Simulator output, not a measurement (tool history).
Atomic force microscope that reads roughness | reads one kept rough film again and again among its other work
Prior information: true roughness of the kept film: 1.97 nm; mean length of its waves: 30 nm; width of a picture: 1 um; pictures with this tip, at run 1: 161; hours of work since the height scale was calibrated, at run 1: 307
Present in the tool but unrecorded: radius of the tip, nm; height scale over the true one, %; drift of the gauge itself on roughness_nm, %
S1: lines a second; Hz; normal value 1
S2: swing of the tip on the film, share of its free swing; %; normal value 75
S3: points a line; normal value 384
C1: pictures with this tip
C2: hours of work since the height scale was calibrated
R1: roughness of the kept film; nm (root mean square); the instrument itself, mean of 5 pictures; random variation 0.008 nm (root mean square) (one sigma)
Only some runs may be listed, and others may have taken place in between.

run,day,S1,S2,S3,C1,C2,R1
1,0,1,75,384,161,307,1.732
2,0.792,1,75,384,188,321,1.722
3,1.383,1,75,384,208,332,1.723
4,2.238,1,75,384,237,348,1.719
5,3.038,1,75,384,265,363,1.723
6,3.946,1,87,384,296,380,1.666
7,4.35,1,75,384,309,388,1.72
# day 4.95: new tip fitted
8,5.221,1,75,384,9,404,1.734
9,5.996,1,75,384,36,418,1.724
10,6.804,1,75,384,63,433,1.727
11,7.238,1,75,384,78,441,1.724
12,8.196,1,79,384,111,459,1.717
13,9.096,1,75,384,141,476,1.734
14,9.579,1,75,351,158,485,1.719
15,10.062,1,71,351,174,494,1.743
16,10.804,1,71,351,200,508,1.742
17,11.362,1,75,973,219,519,1.738
18,12.283,3.9,75,973,250,536,1.547
19,12.829,1,75,384,269,546,1.724
20,13.221,3.05,75,384,282,553,1.58
21,13.667,0.53,75,384,297,562,1.753
22,14.408,1.01,75,384,322,575,1.72
# day 14.633: new tip fitted
23,15.025,1.14,75,384,14,587,1.727
24,15.817,1.14,77,384,41,601,1.717
25,16.388,1.14,77,384,60,612,1.718
26,17.125,0.51,63,384,85,626,1.773
27,17.729,1.13,65,414,106,637,1.754
28,18.325,0.69,57,761,126,648,1.793
29,19.046,1.71,76,384,151,662,1.659
30,19.933,1.71,76,384,181,678,1.67
31,20.358,1.71,76,384,196,686,1.663
32,20.908,1.71,76,384,214,697,1.673
33,21.688,1.71,75,384,241,711,1.666
34,22.5,1,60,499,269,726,1.764
35,23.458,1.34,60,391,301,744,1.757
# day 24.292: new tip fitted
36,24.317,1.34,60,391,1,760,1.751
37,25.029,0.99,75,715,25,773,1.737
38,25.75,0.99,75,878,50,787,1.753
39,26.675,1.11,79,384,81,804,1.711
40,27.092,1.11,79,384,95,812,1.695
41,28.021,0.99,78,530,127,829,1.726
42,28.496,0.99,76,539,143,838,1.74
43,29.425,0.99,76,539,175,855,1.726
44,30.096,0.99,76,539,198,868,1.717
45,30.583,0.99,76,729,214,877,1.736
46,30.996,0.99,84,719,228,885,1.695
47,31.796,1.72,75,420,256,900,1.689
48,32.679,1.72,75,420,286,916,1.682
49,33.183,0.67,69,396,303,926,1.762

Predict each of these 3 candidate next runs independently; none follows another, all start after run 49:
# day 33.975: new tip fitted
A,34.138,0.67,69,968,6,943,?
# day 33.975: new tip fitted
B,34.138,1.24,69,396,6,943,?
# day 33.975: new tip fitted
C,34.138,3,85,396,6,943,?

run,R1
A,1.773
B,1.73
C,1.484
Without the tool's hidden state the same runs would have given:
run,R1
A,1.774
B,1.73
C,1.484
